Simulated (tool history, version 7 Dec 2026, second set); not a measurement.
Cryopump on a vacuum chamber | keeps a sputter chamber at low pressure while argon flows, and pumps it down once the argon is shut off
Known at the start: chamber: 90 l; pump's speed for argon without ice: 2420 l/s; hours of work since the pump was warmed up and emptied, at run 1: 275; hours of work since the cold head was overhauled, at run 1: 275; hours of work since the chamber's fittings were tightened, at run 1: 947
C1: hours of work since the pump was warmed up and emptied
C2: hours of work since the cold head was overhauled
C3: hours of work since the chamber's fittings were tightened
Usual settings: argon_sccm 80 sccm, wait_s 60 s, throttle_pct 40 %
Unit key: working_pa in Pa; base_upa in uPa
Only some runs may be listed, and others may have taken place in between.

{"run": 1, "day": 0.0, "argon_sccm": 80, "wait_s": 60, "throttle_pct": 40, "C1": 275, "C2": 275, "C3": 947, "working_pa": 0.149, "base_upa": 0.94}
{"run": 2, "day": 0.592, "argon_sccm": 80, "wait_s": 60, "throttle_pct": 25, "C1": 284, "C2": 284, "C3": 956, "working_pa": 0.2333, "base_upa": 0.99}
{"run": 3, "day": 1.408, "argon_sccm": 80, "wait_s": 79, "throttle_pct": 40, "C1": 296, "C2": 296, "C3": 967, "working_pa": 0.1489, "base_upa": 0.83}
{"run": 4, "day": 2.283, "argon_sccm": 39, "wait_s": 60, "throttle_pct": 40, "C1": 308, "C2": 308, "C3": 980, "working_pa": 0.0726, "base_upa": 0.98}
{"run": 5, "day": 2.942, "argon_sccm": 39, "wait_s": 60, "throttle_pct": 40, "C1": 318, "C2": 318, "C3": 990, "working_pa": 0.0741, "base_upa": 0.98}
{"run": 6, "day": 3.362, "argon_sccm": 39, "wait_s": 60, "throttle_pct": 40, "C1": 324, "C2": 324, "C3": 996, "working_pa": 0.0733, "base_upa": 1.01}
{"run": 7, "day": 3.871, "argon_sccm": 39, "wait_s": 60, "throttle_pct": 40, "C1": 331, "C2": 331, "C3": 1003, "working_pa": 0.0729, "base_upa": 0.97}
{"run": 8, "day": 4.7, "argon_sccm": 39, "wait_s": 60, "throttle_pct": 40, "C1": 343, "C2": 343, "C3": 1015, "working_pa": 0.0736, "base_upa": 0.98}
{"run": 9, "day": 5.633, "argon_sccm": 39, "wait_s": 60, "throttle_pct": 40, "C1": 357, "C2": 357, "C3": 1029, "working_pa": 0.0741, "base_upa": 0.98}
{"run": 10, "day": 6.075, "argon_sccm": 39, "wait_s": 60, "throttle_pct": 40, "C1": 363, "C2": 363, "C3": 1035, "working_pa": 0.0743, "base_upa": 1.03}
{"run": 11, "day": 6.483, "argon_sccm": 80, "wait_s": 60, "throttle_pct": 59, "C1": 369, "C2": 369, "C3": 1041, "working_pa": 0.1066, "base_upa": 1.05}
{"run": 12, "day": 7.325, "argon_sccm": 80, "wait_s": 161, "throttle_pct": 40, "C1": 382, "C2": 382, "C3": 1053, "working_pa": 0.1532, "base_upa": 0.55}
{"run": 13, "day": 7.746, "argon_sccm": 80, "wait_s": 161, "throttle_pct": 35, "C1": 388, "C2": 388, "C3": 1059, "working_pa": 0.1742, "base_upa": 0.6}
{"run": 14, "day": 8.521, "argon_sccm": 80, "wait_s": 60, "throttle_pct": 40, "C1": 399, "C2": 399, "C3": 1071, "working_pa": 0.1539, "base_upa": 1.01}
{"day": 8.925, "done": "pump warmed up, emptied and cooled again"}
{"run": 15, "day": 9.638, "argon_sccm": 80, "wait_s": 60, "throttle_pct": 40, "C1": 10, "C2": 412, "C3": 1084, "working_pa": 0.1405, "base_upa": 0.93}
{"run": 16, "day": 10.25, "argon_sccm": 80, "wait_s": 60, "throttle_pct": 40, "C1": 19, "C2": 421, "C3": 1093, "working_pa": 0.1404, "base_upa": 0.97}
{"run": 17, "day": 10.792, "argon_sccm": 80, "wait_s": 30, "throttle_pct": 40, "C1": 27, "C2": 429, "C3": 1101, "working_pa": 0.14, "base_upa": 1.64}
{"run": 18, "day": 11.721, "argon_sccm": 77, "wait_s": 76, "throttle_pct": 56, "C1": 41, "C2": 442, "C3": 1114, "working_pa": 0.0981, "base_upa": 0.8}
{"run": 19, "day": 12.462, "argon_sccm": 78, "wait_s": 60, "throttle_pct": 40, "C1": 51, "C2": 453, "C3": 1125, "working_pa": 0.1375, "base_upa": 0.94}
{"run": 20, "day": 12.954, "argon_sccm": 78, "wait_s": 60, "throttle_pct": 40, "C1": 58, "C2": 460, "C3": 1132, "working_pa": 0.1377, "base_upa": 0.93}
{"run": 21, "day": 13.554, "argon_sccm": 111, "wait_s": 137, "throttle_pct": 40, "C1": 67, "C2": 469, "C3": 1141, "working_pa": 0.197, "base_upa": 0.56}
{"run": 22, "day": 14.179, "argon_sccm": 57, "wait_s": 30, "throttle_pct": 22, "C1": 76, "C2": 478, "C3": 1150, "working_pa": 0.1841, "base_upa": 1.71}
{"run": 23, "day": 15.083, "argon_sccm": 80, "wait_s": 63, "throttle_pct": 40, "C1": 89, "C2": 491, "C3": 1163, "working_pa": 0.1441, "base_upa": 0.93}
{"run": 24, "day": 15.967, "argon_sccm": 87, "wait_s": 47, "throttle_pct": 27, "C1": 102, "C2": 504, "C3": 1176, "working_pa": 0.2274, "base_upa": 1.2}
{"run": 25, "day": 16.521, "argon_sccm": 137, "wait_s": 21, "throttle_pct": 17, "C1": 110, "C2": 512, "C3": 1184, "working_pa": 0.5686, "base_upa": 2.22}
{"run": 26, "day": 17.183, "argon_sccm": 59, "wait_s": 148, "throttle_pct": 23, "C1": 120, "C2": 522, "C3": 1194, "working_pa": 0.1827, "base_upa": 0.52}
{"run": 27, "day": 17.996, "argon_sccm": 120, "wait_s": 22, "throttle_pct": 44, "C1": 132, "C2": 534, "C3": 1205, "working_pa": 0.1967, "base_upa": 2.23}

5 ways to go on from here, each from the tool as it stands after run 27. What would each give?
{"run": "A", "day": 18.879, "argon_sccm": 135, "wait_s": 60, "throttle_pct": 40, "C1": 145, "C2": 546, "C3": 1218, "working_pa": "?", "base_upa": "?"}
{"run": "B", "day": 18.879, "argon_sccm": 67, "wait_s": 99, "throttle_pct": 18, "C1": 145, "C2": 546, "C3": 1218, "working_pa": "?", "base_upa": "?"}
{"run": "C", "day": 18.879, "argon_sccm": 61, "wait_s": 71, "throttle_pct": 44, "C1": 145, "C2": 546, "C3": 1218, "working_pa": "?", "base_upa": "?"}
{"run": "D", "day": 18.879, "argon_sccm": 100, "wait_s": 22, "throttle_pct": 44, "C1": 145, "C2": 546, "C3": 1218, "working_pa": "?", "base_upa": "?"}
{"run": "E", "day": 18.879, "argon_sccm": 47, "wait_s": 28, "throttle_pct": 48, "C1": 145, "C2": 546, "C3": 1218, "working_pa": "?", "base_upa": "?"}

run=A working_pa=0.2432 base_upa=1.01
run=B working_pa=0.2639 base_upa=0.70
run=C working_pa=0.1010 base_upa=0.86
run=D working_pa=0.1644 base_upa=2.14
run=E working_pa=0.0705 base_upa=1.79
The same runs, with their run-to-run variation unchanged, on a tool lacking any hidden condition would have given:
run=A working_pa=0.2354 base_upa=0.83
run=B working_pa=0.2600 base_upa=0.53
run=C working_pa=0.0974 base_upa=0.69
run=D working_pa=0.1585 base_upa=1.97
run=E working_pa=0.0678 base_upa=1.62
